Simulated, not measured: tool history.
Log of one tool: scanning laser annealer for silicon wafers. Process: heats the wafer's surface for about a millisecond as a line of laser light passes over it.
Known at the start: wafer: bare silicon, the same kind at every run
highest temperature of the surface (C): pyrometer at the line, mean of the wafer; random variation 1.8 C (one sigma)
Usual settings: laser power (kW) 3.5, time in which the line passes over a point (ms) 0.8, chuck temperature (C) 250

run     day  laser power (kW)  time in which the line passes over a point (ms)  chuck temperature (C)  highest temperature of the surface (C)
  1       0               3.5                                              0.8                    250                                     955
  2   2.062               3.5                                              0.8                    248                                     952
  3   5.383               3.5                                              0.8                    248                                     950
  4   7.396               3.5                                              0.8                    248                                     953
  5  11.254               3.5                                              0.8                    248                                     955
  6  14.746               3.5                                            0.884                    250                                     988
  7  16.388               3.5                                            0.884                    250                                     988
  8  20.454               3.5                                              0.8                    282                                     988
  9  24.283               3.5                                              0.8                    282                                     986
 10  26.175               3.5                                              0.8                    243                                     953
 11  28.054               3.5                                              0.8                    250                                     951
 12  30.604               3.5                                            0.636                    250                                     884
 13  32.538               3.5                                            0.636                    250                                     884
 14  35.238               3.5                                            0.636                    250                                     881
 15  38.092               3.5                                              0.8                    275                                     981
 16  41.242               3.5                                              0.8                    271                                     976
 17  43.188               3.5                                              0.8                    271                                     976
 18  45.304             3.783                                            0.895                    266                                    1080
 19  48.179             3.284                                              0.8                    250                                     906
 20    51.2             3.284                                            0.852                    290                                     962
 21  53.325             3.779                                            0.939                    255                                    1085
 22  56.617             3.386                                              0.8                    250                                     926
 23  59.171             3.386                                              0.8                    250                                     926
 24  62.446              3.18                                              0.8                    285                                     918
 25  66.212             3.042                                            0.792                    245                                     840
 26  69.954               3.5                                            0.871                    250                                     983
 27  72.029             3.429                                            0.945                    233                                     976
 28  74.304             3.643                                            0.945                    274                                    1073
 29  77.258             3.778                                            0.945                    270                                    1100
 30  80.954             3.475                                            0.836                    226                                     939
 31  84.071             3.227                                            0.735                    250                                     865

Taken out of this log: 2 entries between the listed runs. Where each belongs, and how the hidden state differs across it:
Between runs 4 and 5: optics aligned, line set to its width (day 10.633)
  light that passes the window, % of a clean one's: 99.96 -> 99.95; width of the line over the set one, %: 0.08 -> 0
Between runs 8 and 9: window over the wafer cleaned (day 22.275)
  light that passes the window, % of a clean one's: 99.94 -> 100

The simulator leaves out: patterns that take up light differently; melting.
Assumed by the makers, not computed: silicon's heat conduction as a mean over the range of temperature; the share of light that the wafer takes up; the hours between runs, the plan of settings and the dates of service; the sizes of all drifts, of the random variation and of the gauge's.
